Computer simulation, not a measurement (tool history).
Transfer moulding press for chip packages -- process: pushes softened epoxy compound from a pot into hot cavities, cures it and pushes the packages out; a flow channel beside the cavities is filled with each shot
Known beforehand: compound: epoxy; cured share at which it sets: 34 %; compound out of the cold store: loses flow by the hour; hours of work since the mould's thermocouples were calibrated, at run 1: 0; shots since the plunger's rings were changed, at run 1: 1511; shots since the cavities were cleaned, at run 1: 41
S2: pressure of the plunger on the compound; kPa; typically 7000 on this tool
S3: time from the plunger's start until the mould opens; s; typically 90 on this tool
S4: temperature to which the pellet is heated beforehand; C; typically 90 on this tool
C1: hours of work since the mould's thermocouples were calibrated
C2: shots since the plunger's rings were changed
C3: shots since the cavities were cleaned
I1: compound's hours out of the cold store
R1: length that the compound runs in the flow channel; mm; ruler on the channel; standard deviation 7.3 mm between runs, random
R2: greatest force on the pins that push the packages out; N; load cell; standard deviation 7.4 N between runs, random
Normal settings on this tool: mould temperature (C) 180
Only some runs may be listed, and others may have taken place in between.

run 1 hour=0.0 | mould_temperature_(C)=180 S2=7000 S3=90 S4=90 | C1=0 C2=1511 C3=41 | I1=44.1 | R1=769 R2=337
run 2 hour=26.5 | mould_temperature_(C)=180 S2=7000 S3=90 S4=90 | C1=16 C2=1816 C3=346 | I1=9.1 | R1=942 R2=554
run 3 hour=56.9 | mould_temperature_(C)=180 S2=7000 S3=90 S4=90 | C1=35 C2=2165 C3=695 | I1=27.2 | R1=847 R2=605
-- hour=72.0 cavities cleaned with cleaning compound and waxed
run 4 hour=103.6 | mould_temperature_(C)=180 S2=7000 S3=90 S4=92 | C1=62 C2=2686 C3=364 | I1=41.1 | R1=762 R2=681
-- hour=146.9 cavities cleaned with cleaning compound and waxed
run 5 hour=148.9 | mould_temperature_(C)=180 S2=7000 S3=90 S4=92 | C1=89 C2=3190 C3=22 | I1=18.0 | R1=876 R2=342
run 6 hour=177.5 | mould_temperature_(C)=180 S2=7000 S3=90 S4=92 | C1=107 C2=3521 C3=353 | I1=38.2 | R1=759 R2=507
run 7 hour=217.7 | mould_temperature_(C)=180 S2=7000 S3=90 S4=92 | C1=131 C2=3984 C3=816 | I1=42.9 | R1=735 R2=613
-- hour=221.4 cavities cleaned with cleaning compound and waxed
run 8 hour=260.9 | mould_temperature_(C)=180 S2=7000 S3=71 S4=90 | C1=157 C2=4464 C3=455 | I1=39.2 | R1=739 R2=766
run 9 hour=289.5 | mould_temperature_(C)=180 S2=5610 S3=90 S4=92 | C1=174 C2=4793 C3=784 | I1=13.2 | R1=761 R2=612
-- hour=298.9 cavities cleaned with cleaning compound and waxed
run 10 hour=324.8 | mould_temperature_(C)=180 S2=5610 S3=110 S4=85 | C1=195 C2=5182 C3=298 | I1=17.0 | R1=754 R2=453
-- hour=342.6 cavities cleaned with cleaning compound and waxed, once more
-- hour=351.9 plunger's sealing rings changed
run 11 hour=380.4 | mould_temperature_(C)=173 S2=7670 S3=90 S4=90 | C1=227 C2=328 C3=407 | I1=20.6 | R1=984 R2=751
run 12 hour=413.4 | mould_temperature_(C)=173 S2=7670 S3=90 S4=90 | C1=247 C2=708 C3=787 | I1=22.8 | R1=964 R2=880
-- hour=423.1 cavities cleaned with cleaning compound and waxed
run 13 hour=442.9 | mould_temperature_(C)=173 S2=7670 S3=98 S4=90 | C1=264 C2=1030 C3=228 | I1=20.4 | R1=962 R2=591

Branching from run 13: 4 alternative next runs. What would each branch give?
run A hour=492.9 | mould_temperature_(C)=173 S2=7670 S3=98 S4=86 | C1=295 C2=1606 C3=804 | I1=22.0 | R1=? R2=?
run B hour=492.9 | mould_temperature_(C)=173 S2=8520 S3=108 S4=90 | C1=295 C2=1606 C3=804 | I1=25.1 | R1=? R2=?
run C hour=492.9 | mould_temperature_(C)=173 S2=5550 S3=98 S4=90 | C1=295 C2=1606 C3=804 | I1=31.8 | R1=? R2=?
run D hour=492.9 | mould_temperature_(C)=180 S2=7000 S3=90 S4=100 | C1=295 C2=1606 C3=804 | I1=20.4 | R1=? R2=?

run=A R1=951 R2=744
run=B R1=983 R2=648
run=C R1=755 R2=730
run=D R1=876 R2=617
What these runs would have given with no unlogged condition in the tool:
run=A R1=985 R2=382
run=B R1=1018 R2=329
run=C R1=782 R2=374
run=D R1=907 R2=312

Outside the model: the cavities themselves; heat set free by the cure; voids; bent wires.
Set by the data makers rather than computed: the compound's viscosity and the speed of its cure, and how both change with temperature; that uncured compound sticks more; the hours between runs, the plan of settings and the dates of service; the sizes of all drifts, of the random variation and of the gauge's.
